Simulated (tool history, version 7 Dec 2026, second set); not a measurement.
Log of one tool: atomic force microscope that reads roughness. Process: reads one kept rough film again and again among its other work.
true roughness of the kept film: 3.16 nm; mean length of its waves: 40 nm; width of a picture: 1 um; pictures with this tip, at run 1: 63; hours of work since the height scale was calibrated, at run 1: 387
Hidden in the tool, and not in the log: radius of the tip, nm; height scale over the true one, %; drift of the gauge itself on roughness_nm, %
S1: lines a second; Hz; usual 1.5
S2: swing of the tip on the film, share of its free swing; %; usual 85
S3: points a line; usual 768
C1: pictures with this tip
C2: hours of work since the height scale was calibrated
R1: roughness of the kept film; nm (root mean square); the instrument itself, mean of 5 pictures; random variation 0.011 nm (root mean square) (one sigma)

run     day    S1  S2   S3   C1   C2     R1
  1       0   1.5  85  768   63  387  2.445
  2   1.433   1.5  85  768  111  407  2.345
      1.971  -- new tip fitted
  3   2.438   1.5  85  768   16  420  2.581
  4   3.612   1.5  85  287   55  436  2.505
  5   4.846   1.5  85  287   97  453  2.386
      5.779  -- new tip fitted
  6   5.979   1.5  68  768    6  469  2.842
  7   7.529   1.5  68  768   59  490  2.712
  8   9.038   1.5  68  383  110  510  2.563
      9.612  -- new tip fitted
  9  10.433   1.5  85  768   28  529  2.566
 10  11.233   1.5  85  768   55  540  2.514
 11  12.496   1.5  85  768   98  558  2.414
     13.429  -- new tip fitted
 12  13.429   1.5  85  768    0  570  2.647
 13  14.412   1.5  85  768   33  584  2.551
 14  15.508   1.5  85  768   70  599  2.466
 15  16.904   1.5  85  768  117  618   2.35
     17.208  -- new tip fitted
 16  18.308   1.5  85  768   37  637  2.565
 17  19.708   1.5  85  768   85  656  2.463
 18    20.8   1.5  85  768  122  671   2.36
     21.083  -- new tip fitted
 19  21.971   1.5  85  768   30  687  2.555
 20  23.333   1.5  58  768   76  705  2.712
 21  24.483   1.5  58  768  115  721  2.614
     24.817  -- new tip fitted
 22  25.296   2.7  85  388   16  732  2.372
 23  26.754   2.7  85  414   65  752  2.262
 24  28.125  3.39  58  391  111  771  2.526
     28.579  -- new tip fitted
 25  29.267   3.6  60  768   23  786  2.717
 26  30.308  1.52  64  379   58  800  2.712

Forecast run 27:
 27  31.554  1.5  82  371  100  817   ?

R1: 2.415 nm (root mean square)
Without the tool's hidden state the same run would have given R1 2.703 nm (root mean square).
